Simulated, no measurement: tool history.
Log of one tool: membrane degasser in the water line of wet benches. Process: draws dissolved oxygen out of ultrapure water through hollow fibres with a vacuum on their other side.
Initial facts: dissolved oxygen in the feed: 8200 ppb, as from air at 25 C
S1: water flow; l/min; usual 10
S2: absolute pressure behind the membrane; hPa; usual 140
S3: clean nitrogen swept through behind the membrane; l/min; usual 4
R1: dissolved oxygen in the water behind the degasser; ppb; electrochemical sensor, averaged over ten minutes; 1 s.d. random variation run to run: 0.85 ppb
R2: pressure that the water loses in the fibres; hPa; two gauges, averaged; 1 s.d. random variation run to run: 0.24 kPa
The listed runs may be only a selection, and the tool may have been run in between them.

run 1 day=0 | S1=10 S2=140 S3=4 | R1=85.6 R2=650.9
run 2 day=12.488 | S1=10 S2=140 S3=4 | R1=87.5 R2=652.2
run 3 day=18.146 | S1=10 S2=140 S3=4 | R1=86.2 R2=650.7
run 4 day=26.179 | S1=10 S2=140 S3=4 | R1=87.2 R2=653.1
run 5 day=36.375 | S1=10 S2=140 S3=4 | R1=86.8 R2=653.5
run 6 day=49.262 | S1=10 S2=253 S3=4 | R1=161.4 R2=657.9
run 7 day=57.488 | S1=10 S2=253 S3=4 | R1=160.1 R2=657.1
run 8 day=64.317 | S1=10 S2=140 S3=4 | R1=88.4 R2=653.3
run 9 day=76.017 | S1=10 S2=140 S3=2.11 | R1=149.5 R2=662
run 10 day=83.204 | S1=10 S2=140 S3=4 | R1=91.5 R2=657.2
run 11 day=95.3 | S1=10 S2=140 S3=4 | R1=89.7 R2=661.6
run 12 day=105.688 | S1=10 S2=140 S3=4 | R1=88.7 R2=662.1
run 13 day=113.129 | S1=10 S2=140 S3=4 | R1=91.7 R2=658.7
run 14 day=120.892 | S1=10 S2=140 S3=4 | R1=89.9 R2=659.5
-- day=129.942 vacuum gauge calibrated
run 15 day=133.662 | S1=10 S2=140 S3=4 | R1=90.8 R2=661.9
run 16 day=141.683 | S1=10 S2=315 S3=4 | R1=205.3 R2=659.7
run 17 day=148.121 | S1=10 S2=315 S3=4 | R1=202.9 R2=659.5
run 18 day=160.85 | S1=10 S2=315 S3=4 | R1=204 R2=661.9
run 19 day=166.229 | S1=10 S2=315 S3=4 | R1=205 R2=662.7
run 20 day=178.812 | S1=10 S2=315 S3=4 | R1=205.9 R2=665.6
run 21 day=187.171 | S1=11 S2=100 S3=3.07 | R1=92.8 R2=731.9
run 22 day=194.075 | S1=11 S2=100 S3=3.07 | R1=93.6 R2=735.3
run 23 day=204.904 | S1=10 S2=140 S3=4 | R1=93.5 R2=670.4
run 24 day=213.696 | S1=10 S2=140 S3=4 | R1=91.6 R2=669.2
-- day=223.833 membrane cartridge changed
run 25 day=224.658 | S1=10 S2=140 S3=4 | R1=87.8 R2=626.7
run 26 day=234.683 | S1=9 S2=221 S3=2.13 | R1=220.7 R2=565.3
run 27 day=245.646 | S1=9 S2=221 S3=2.13 | R1=220.4 R2=570.5
run 28 day=256.346 | S1=9 S2=221 S3=2.13 | R1=225.8 R2=570.2
-- day=265.296 seals of the vacuum lines changed
run 29 day=268.883 | S1=10 S2=221 S3=5.64 | R1=96.1 R2=634.8
run 30 day=276.371 | S1=10 S2=140 S3=10.44 | R1=41 R2=637.1
run 31 day=282.221 | S1=13 S2=201 S3=4 | R1=176.7 R2=825
run 32 day=289.954 | S1=7 S2=222 S3=3.12 | R1=109.4 R2=443

Each run again, without the hidden state but with its own random variation kept:
The hidden state here: membrane still open, %; true pressure behind the membrane over the reading, kPa; air that leaks in behind the membrane, l/min; drift of the gauge itself on oxygen_ppb, %; drift of the gauge itself on loss_of_pressure_kpa, %.
run=1 R1=78.8 R2=628
run=2 R1=80.2 R2=628.6
run=3 R1=78.9 R2=626.8
run=4 R1=79.6 R2=628.7
run=5 R1=78.8 R2=628.5
run=6 R1=148.8 R2=632.1
run=7 R1=147.2 R2=630.9
run=8 R1=79.4 R2=626.8
run=9 R1=136.3 R2=634.5
run=10 R1=81.6 R2=629.6
run=11 R1=79.6 R2=633.1
run=12 R1=78.4 R2=633.1
run=13 R1=80.9 R2=629.3
run=14 R1=79 R2=629.8
run=15 R1=80.8 R2=631.2
run=16 R1=186.6 R2=628.6
run=17 R1=184 R2=628.1
run=18 R1=184.4 R2=629.7
run=19 R1=185.1 R2=630.2
run=20 R1=185.2 R2=632.2
run=21 R1=80 R2=694.7
run=22 R1=80.4 R2=697.5
run=23 R1=81 R2=635.4
run=24 R1=79 R2=633.7
run=25 R1=80.2 R2=626.6
run=26 R1=198.6 R2=564.8
run=27 R1=197.6 R2=569.4
run=28 R1=201.9 R2=568.6
run=29 R1=95 R2=632.4
run=30 R1=40.1 R2=634.3
run=31 R1=173.8 R2=821
run=32 R1=107.4 R2=440.6
